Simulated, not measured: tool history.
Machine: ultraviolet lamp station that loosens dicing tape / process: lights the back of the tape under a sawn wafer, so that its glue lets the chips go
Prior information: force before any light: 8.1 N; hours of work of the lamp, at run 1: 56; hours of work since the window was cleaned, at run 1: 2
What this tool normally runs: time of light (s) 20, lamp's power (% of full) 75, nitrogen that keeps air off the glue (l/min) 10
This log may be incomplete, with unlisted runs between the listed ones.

run,hour,time of light (s),lamp's power (% of full),nitrogen that keeps air off the glue (l/min),hours of work of the lamp,hours of work since the window was cleaned,force that peels the tape off (N),light that reached the tape (J/m2)
1,0,20,75,10,56,2,0.618,5450
2,13.7,20,75,10,64,10,0.644,5320
3,28.5,20,75,10,72,18,0.638,5320
4,45.5,20,75,10,81,27,0.673,5250
5,60.2,20,75,10,89,35,0.672,5340
6,79.2,20,75,10,99,45,0.665,5320
7,98.3,20,75,13,109,55,0.572,5230
8,111,20,75,13,116,62,0.561,5240
9,120.4,20,75,13,121,67,0.571,5210
10,136,20,75,13,130,76,0.553,5210
11,147.3,20,75,13,136,82,0.575,5250
12,158.8,20,75,8,142,88,0.76,5220
13,176.4,20,75,8,152,98,0.821,5140
14,187.3,20,75,8,157,104,0.798,5150
15,198.5,20,75,8,163,110,0.793,5150
16,217.7,20,75,8,174,120,0.831,5080
17,231.8,20,75,8,181,128,0.845,5070
18,244.1,20,75,10,188,134,0.723,5050
19,255.2,20,75,10,194,140,0.724,5080
20,273.1,20,75,10,204,150,0.727,5080
21,281,21,75,7,208,154,0.874,5310
22,296.8,21,75,7,217,163,0.872,5240
23,307.7,21,75,7,222,169,0.85,5270
24,316.9,21,75,7,227,174,0.905,5280
25,330.4,21,75,7,235,181,0.879,5230
26,349.7,21,75,7,245,191,0.909,5200
27,363.5,11,67,7,253,199,2.78,2440
28,382.7,18,76,15,263,209,0.699,4540
29,395.1,18,76,15,270,216,0.704,4450
30,413.4,11,68,14,280,226,2.054,2420

For run 31, what comes out?
31,427.9,11,68,14,288,234,?,?

force that peels the tape off (N): 2.084
light that reached the tape (J/m2): 2430
The same run, on a tool lacking any hidden state, would have yielded force that peels the tape off (N) 1.764, light that reached the tape (J/m2) 2740.
